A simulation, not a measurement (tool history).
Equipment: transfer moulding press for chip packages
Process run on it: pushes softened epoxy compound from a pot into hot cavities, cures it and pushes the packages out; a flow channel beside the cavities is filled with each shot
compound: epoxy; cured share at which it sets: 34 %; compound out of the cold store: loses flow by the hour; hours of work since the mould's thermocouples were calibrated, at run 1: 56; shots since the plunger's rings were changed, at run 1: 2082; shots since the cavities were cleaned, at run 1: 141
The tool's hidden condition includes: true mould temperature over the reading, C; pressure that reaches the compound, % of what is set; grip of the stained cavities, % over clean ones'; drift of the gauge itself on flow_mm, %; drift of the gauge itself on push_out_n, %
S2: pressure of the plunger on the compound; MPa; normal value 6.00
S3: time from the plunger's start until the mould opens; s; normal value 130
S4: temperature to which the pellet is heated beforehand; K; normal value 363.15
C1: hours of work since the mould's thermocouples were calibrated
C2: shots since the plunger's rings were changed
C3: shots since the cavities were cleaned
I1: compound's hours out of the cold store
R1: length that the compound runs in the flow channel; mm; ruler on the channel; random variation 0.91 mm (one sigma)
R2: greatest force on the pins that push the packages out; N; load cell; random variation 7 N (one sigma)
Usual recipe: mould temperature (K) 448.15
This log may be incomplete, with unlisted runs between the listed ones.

Run 1, hour 0.0: usual settings; C1 56; C2 2082; C3 141; I1 26.7. Result: R1 891.2 mm, R2 362 N.
Run 2, hour 30.8: usual settings; C1 76; C2 2355; C3 414; I1 22.6. Result: R1 904.4 mm, R2 410 N.
At hour 44.2: cavities cleaned with cleaning compound and waxed.
Run 3, hour 58.8: usual settings but mould temperature (K) 454.15; C1 92; C2 2592; C3 130; I1 32.5. Result: R1 847.3 mm, R2 262 N.
At hour 67.4: plunger's sealing rings changed.
Run 4, hour 76.7: usual settings but mould temperature (K) 454.15, S3 134 s; C1 102; C2 83; C3 267; I1 28.1. Result: R1 881.8 mm, R2 269 N.
Run 5, hour 100.2: usual settings but mould temperature (K) 454.15, S3 134 s; C1 117; C2 292; C3 476; I1 29.7. Result: R1 874.3 mm, R2 317 N.
At hour 106.7: cavities cleaned with cleaning compound and waxed.
Run 6, hour 121.6: usual settings but mould temperature (K) 443.15, S3 150 s, S4 361.15 K; C1 129; C2 469; C3 133; I1 22.3. Result: R1 942.3 mm, R2 365 N.
Run 7, hour 148.0: usual settings but S2 7.41 MPa, S3 156 s, S4 366.15 K; C1 146; C2 704; C3 368; I1 43.0. Result: R1 945.6 mm, R2 307 N.
At hour 152.0: mould's thermocouples calibrated.
At hour 167.9: cavities cleaned with cleaning compound and waxed.
Run 8, hour 170.8: usual settings but S4 373.15 K; C1 11; C2 876; C3 26; I1 13.3. Result: R1 948.8 mm, R2 328 N.
Run 9, hour 202.6: usual settings but S2 4.80 MPa, S3 125 s; C1 31; C2 1159; C3 309; I1 8.4. Result: R1 863.3 mm, R2 458 N.
At hour 226.9: cavities cleaned with cleaning compound and waxed.
Run 10, hour 227.5: usual settings but mould temperature (K) 453.15, S4 362.15 K; C1 46; C2 1367; C3 5; I1 47.0. Result: R1 818.2 mm, R2 239 N.

Here are 5 independent what-if runs from the current tool condition. What would each one return?
Run A, hour 248.6: usual settings but mould temperature (K) 447.15, S2 5.74 MPa, S4 357.15 K; C1 59; C2 1556; C3 194; I1 25.3. Result: R1 ?, R2 ?.
Run B, hour 248.6: usual settings but mould temperature (K) 454.15, S2 5.29 MPa, S4 360.15 K; C1 59; C2 1556; C3 194; I1 15.0. Result: R1 ?, R2 ?.
Run C, hour 248.6: usual settings but mould temperature (K) 444.15, S3 157 s, S4 372.15 K; C1 59; C2 1556; C3 194; I1 23.2. Result: R1 ?, R2 ?.
Run D, hour 248.6: usual settings but mould temperature (K) 447.15, S4 362.15 K; C1 59; C2 1556; C3 194; I1 41.5. Result: R1 ?, R2 ?.
Run E, hour 248.6: usual settings but mould temperature (K) 452.15, S2 7.33 MPa, S3 142 s; C1 59; C2 1556; C3 194; I1 17.4. Result: R1 ?, R2 ?.

run      R1   R2
  A   887.6  394
  B   859.0  280
  C   926.9  322
  D   856.7  365
  E  1011.4  272
What these runs would have given with no unlogged condition in the tool:
run      R1   R2
  A   898.5  329
  B   869.6  237
  C   938.2  271
  D   867.2  306
  E  1023.9  229
